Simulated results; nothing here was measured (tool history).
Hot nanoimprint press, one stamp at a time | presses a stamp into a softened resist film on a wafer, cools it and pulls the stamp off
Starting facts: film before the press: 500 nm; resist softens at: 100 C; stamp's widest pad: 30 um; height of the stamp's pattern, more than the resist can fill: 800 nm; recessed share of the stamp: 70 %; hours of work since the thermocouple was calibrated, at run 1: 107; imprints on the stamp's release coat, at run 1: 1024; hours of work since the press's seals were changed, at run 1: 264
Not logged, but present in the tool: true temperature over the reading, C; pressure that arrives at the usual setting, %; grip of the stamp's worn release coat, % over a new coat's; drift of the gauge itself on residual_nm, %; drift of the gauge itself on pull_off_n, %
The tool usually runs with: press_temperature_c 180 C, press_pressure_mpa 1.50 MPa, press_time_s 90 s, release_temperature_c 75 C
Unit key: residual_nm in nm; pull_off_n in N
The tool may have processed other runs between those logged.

run,day,press_temperature_c,press_pressure_mpa,press_time_s,release_temperature_c,hours of work since the thermocouple was calibrated,imprints on the stamp's release coat,hours of work since the press's seals were changed,residual_nm,pull_off_n
1,0.000,180,1.50,90,75,107,1024,264,242.8,222
# day 1.092: stamp cleaned and given a new release coat
2,1.938,180,1.50,90,75,136,100,293,246.6,197
3,5.529,175,1.50,90,75,197,527,354,307.0,215
4,7.992,180,1.50,90,75,239,821,396,247.8,213
# day 10.633: stamp cleaned and given a new release coat
5,11.338,180,2.05,90,75,292,84,449,221.7,196
6,13.488,180,1.46,90,75,328,339,486,255.7,206
# day 15.242: press's hydraulic seals changed and the load cell set to zero
7,15.708,180,1.46,90,75,361,564,8,250.4,214
8,19.154,180,1.46,90,75,419,974,67,249.9,220
# day 20.525: stamp cleaned and given a new release coat
9,20.858,180,1.46,58,75,444,40,91,289.6,201
10,23.221,180,1.50,90,75,484,320,132,254.7,204
11,25.592,180,1.50,90,75,525,602,172,252.4,209
# day 26.412: plate thermocouple calibrated
12,28.471,180,1.50,90,82,35,930,219,245.3,186
# day 30.192: stamp cleaned and given a new release coat
13,30.283,180,1.50,90,75,62,11,245,245.6,195
14,32.929,174,1.50,90,75,107,325,291,317.0,197
15,36.025,174,1.06,132,65,159,693,343,317.5,255
16,37.896,174,1.24,165,71,191,916,375,283.0,223
# day 39.854: stamp cleaned and given a new release coat
17,40.525,186,1.80,90,75,232,80,416,178.5,198
18,44.050,189,1.50,95,75,292,499,476,166.2,210
# day 46.321: press's hydraulic seals changed and the load cell set to zero
19,46.750,180,1.50,144,75,332,780,7,207.7,218
# day 49.804: stamp cleaned and given a new release coat
20,49.808,186,1.54,90,75,380,0,55,188.8,196
21,51.838,170,1.94,90,72,414,241,90,344.6,212
22,54.275,170,1.94,90,72,456,531,131,341.3,222
23,56.071,170,1.94,94,64,487,745,162,342.7,259
24,58.254,170,1.94,94,64,524,1004,199,342.6,263
# day 59.167: plate thermocouple calibrated
# day 59.417: stamp cleaned and given a new release coat
25,62.200,170,1.94,94,64,47,331,260,334.8,250
26,63.908,170,1.94,94,64,77,534,289,332.9,256
27,66.275,192,2.20,90,77,117,815,329,121.0,212
28,68.367,192,2.20,90,77,152,1064,365,121.4,215

Each row is a separate what-if for the run after 28, all from the same tool condition, not one after another. Results?
# day 68.900: stamp cleaned and given a new release coat
A,71.846,192,1.02,90,77,207,350,420,?,?
# day 68.900: stamp cleaned and given a new release coat
B,71.846,192,1.14,100,66,207,350,420,?,?
# day 68.900: stamp cleaned and given a new release coat
C,71.846,189,1.19,90,77,207,350,420,?,?
# day 68.900: stamp cleaned and given a new release coat
D,71.846,191,2.20,90,77,207,350,420,?,?
# day 68.900: stamp cleaned and given a new release coat
E,71.846,186,1.44,55,75,207,350,420,?,?

run,residual_nm,pull_off_n
A,175.7,199
B,160.8,232
C,188.2,194
D,127.5,195
E,236.6,202
The same runs, with their run-to-run variation unchanged, on a tool lacking any hidden condition would have given:
run,residual_nm,pull_off_n
A,170.3,190
B,155.6,223
C,182.1,185
D,121.7,186
E,228.9,194
